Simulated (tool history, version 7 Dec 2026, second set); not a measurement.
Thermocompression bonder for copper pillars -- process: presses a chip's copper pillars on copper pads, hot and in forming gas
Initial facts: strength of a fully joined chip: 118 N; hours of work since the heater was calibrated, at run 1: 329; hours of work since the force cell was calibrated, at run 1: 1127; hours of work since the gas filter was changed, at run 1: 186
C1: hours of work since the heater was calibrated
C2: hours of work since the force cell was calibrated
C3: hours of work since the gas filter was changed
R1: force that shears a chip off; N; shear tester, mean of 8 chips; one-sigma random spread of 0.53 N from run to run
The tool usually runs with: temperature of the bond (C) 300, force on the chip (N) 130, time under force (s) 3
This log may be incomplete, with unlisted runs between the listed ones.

Run 1, day 0.000: usual settings; C1 329; C2 1127; C3 186. Result: R1 66.5 N.
Run 2, day 1.792: usual settings; C1 361; C2 1158; C3 218. Result: R1 65.2 N.
Run 3, day 3.112: usual settings but temperature of the bond (C) 308; C1 384; C2 1181; C3 241. Result: R1 71.4 N.
Run 4, day 5.229: usual settings but temperature of the bond (C) 308; C1 420; C2 1218; C3 278. Result: R1 70.6 N.
Run 5, day 6.575: usual settings but temperature of the bond (C) 308; C1 444; C2 1241; C3 301. Result: R1 72.1 N.
Run 6, day 7.679: usual settings but force on the chip (N) 162; C1 463; C2 1260; C3 320. Result: R1 75.9 N.
Run 7, day 9.729: usual settings but temperature of the bond (C) 283; C1 499; C2 1296; C3 356. Result: R1 55.1 N.
Run 8, day 10.929: usual settings but temperature of the bond (C) 283; C1 520; C2 1317; C3 377. Result: R1 54.7 N.
At day 12.142: forming gas filter changed.
Run 9, day 12.388: usual settings but temperature of the bond (C) 283; C1 545; C2 1342; C3 4. Result: R1 54.6 N.
Run 10, day 14.708: usual settings but force on the chip (N) 121; C1 585; C2 1382; C3 45. Result: R1 63.3 N.
Run 11, day 16.921: usual settings but time under force (s) 2; C1 624; C2 1421; C3 83. Result: R1 58.6 N.
Run 12, day 19.262: usual settings but temperature of the bond (C) 318, force on the chip (N) 85; C1 665; C2 1462; C3 124. Result: R1 58.2 N.
Run 13, day 20.521: usual settings but temperature of the bond (C) 289, force on the chip (N) 91; C1 687; C2 1484; C3 146. Result: R1 45.7 N.
Run 14, day 21.775: usual settings but temperature of the bond (C) 302, force on the chip (N) 91, time under force (s) 5; C1 708; C2 1505; C3 168. Result: R1 62.6 N.
At day 23.683: force cell calibrated.
Run 15, day 23.779: usual settings but temperature of the bond (C) 324, time under force (s) 4; C1 742; C2 2; C3 202. Result: R1 87.1 N.
Run 16, day 24.750: usual settings but temperature of the bond (C) 324, time under force (s) 4; C1 759; C2 19; C3 219. Result: R1 86.7 N.
Run 17, day 26.046: usual settings but temperature of the bond (C) 328, time under force (s) 8; C1 782; C2 41; C3 241. Result: R1 100.4 N.
Run 18, day 27.196: usual settings but temperature of the bond (C) 328, time under force (s) 7; C1 802; C2 61; C3 261. Result: R1 99.2 N.
Run 19, day 28.858: usual settings but temperature of the bond (C) 310, force on the chip (N) 121; C1 831; C2 90; C3 290. Result: R1 68.2 N.
Run 20, day 30.317: usual settings but force on the chip (N) 97, time under force (s) 2; C1 856; C2 116; C3 316. Result: R1 45.9 N.

3 options for the next run, each taken on its own from the tool as it stands now. Forecast them:
Run A, day 32.517: usual settings; C1 894; C2 154; C3 354. Result: R1 ?.
Run B, day 32.517: usual settings but temperature of the bond (C) 330, force on the chip (N) 122; C1 894; C2 154; C3 354. Result: R1 ?.
Run C, day 32.517: usual settings but force on the chip (N) 183; C1 894; C2 154; C3 354. Result: R1 ?.

run    R1
  A  66.6
  B  80.8
  C  80.3
Had the tool no hidden state, the same runs would have come out as:
run    R1
  A  67.3
  B  81.6
  C  81.1

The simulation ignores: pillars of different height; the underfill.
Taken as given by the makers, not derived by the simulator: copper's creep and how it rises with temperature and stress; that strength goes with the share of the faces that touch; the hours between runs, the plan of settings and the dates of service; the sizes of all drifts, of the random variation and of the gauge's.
